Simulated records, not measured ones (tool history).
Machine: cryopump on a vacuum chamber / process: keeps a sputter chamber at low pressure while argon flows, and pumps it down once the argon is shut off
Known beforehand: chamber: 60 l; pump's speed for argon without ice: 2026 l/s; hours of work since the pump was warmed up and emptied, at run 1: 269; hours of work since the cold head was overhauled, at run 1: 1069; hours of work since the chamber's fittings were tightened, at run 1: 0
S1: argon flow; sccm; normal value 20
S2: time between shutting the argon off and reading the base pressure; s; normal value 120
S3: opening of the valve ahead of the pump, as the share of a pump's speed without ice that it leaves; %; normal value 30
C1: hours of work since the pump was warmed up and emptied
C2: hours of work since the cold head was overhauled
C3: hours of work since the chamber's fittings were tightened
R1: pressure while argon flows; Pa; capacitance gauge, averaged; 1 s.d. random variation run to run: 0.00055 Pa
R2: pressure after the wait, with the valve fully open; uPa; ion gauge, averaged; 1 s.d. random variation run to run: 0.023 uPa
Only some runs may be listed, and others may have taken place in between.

run,hour,S1,S2,S3,C1,C2,C3,R1,R2
1,0,20,120,30,269,1069,0,0.0565,0.69
2,46.9,20,120,30,308,1108,39,0.0568,0.8
3,81.9,20,120,30,337,1136,67,0.0574,0.82
4,124.2,20,120,30,371,1171,102,0.0569,0.84
5,204.6,20,120,30,437,1237,168,0.0584,0.81
6,274.7,20,120,30,495,1295,226,0.0588,0.92
7,332.6,20,200,30,543,1343,274,0.0588,0.69
8,365.3,20,200,30,570,1370,300,0.0579,0.73
9,398.6,20,200,30,597,1397,328,0.059,0.75
10,475.7,20,120,30,660,1460,391,0.0595,1.05
11,517.4,20,120,56,695,1495,426,0.0334,1.07
12,550.7,20,120,56,722,1522,453,0.0339,1.12
13,620.3,20,120,30,779,1579,510,0.0592,1.19
# hour 629.4: pump warmed up, emptied and cooled again
14,682.2,20,120,30,43,1626,557,0.0563,1.12
15,739.1,20,107,30,90,1673,604,0.0561,1.2
16,776.3,20,107,30,121,1704,634,0.057,1.29
17,855.3,20,107,30,186,1769,699,0.056,1.31
18,905.1,16,51,30,227,1809,740,0.0459,2.09
19,970.6,16,51,30,281,1863,794,0.0453,2.09
20,1009.4,16,35,30,313,1895,826,0.0456,2.68
21,1059.5,16,35,30,354,1936,867,0.0466,2.86
22,1114.7,20,120,23,399,1982,913,0.0735,1.48
23,1165.4,19,129,30,441,2024,954,0.0552,1.42
24,1229.6,11,129,30,494,2076,1007,0.0326,1.46
25,1273.3,11,82,30,530,2112,1043,0.0315,1.83
26,1319.8,15,82,30,568,2151,1081,0.0434,1.85
27,1361.7,15,82,30,602,2185,1116,0.0434,1.92
28,1424.9,20,207,29,654,2237,1168,0.0607,1.5
29,1496.4,12,29,17,713,2296,1227,0.0603,3.54
30,1543.7,12,29,17,752,2335,1266,0.0603,3.52
31,1579,12,29,17,781,2364,1295,0.0621,3.68
# hour 1590.6: pump warmed up, emptied and cooled again
32,1617.6,37,120,30,22,2391,1322,0.1044,1.62
33,1681,11,120,28,74,2444,1374,0.0327,1.71
34,1739.7,35,182,30,123,2492,1423,0.0993,1.52

How the hidden state differs across the entries between the runs, from the last listed run before each to the first after it:
Between runs 13 and 14: pump warmed up, emptied and cooled again (hour 629.4)
  pump's speed, % of a pump's without ice: 82.5 -> 98.8; cold plate's temperature, K: 12.65 -> 12.67; leak into the chamber, uPa l/s: 990 -> 1052
  measured less the result without the state, R1: +0.0038 -> +0.0005 Pa; R2: +0.45 -> +0.39 uPa
Between runs 31 and 32: pump warmed up, emptied and cooled again (hour 1590.6)
  pump's speed, % of a pump's without ice: 82.3 -> 99; cold plate's temperature, K: 12.93 -> 12.94; leak into the chamber, uPa l/s: 2072 -> 2107
  measured less the result without the state, R1: +0.0024 -> +0.0009 Pa; R2: +1.12 -> +0.92 uPa
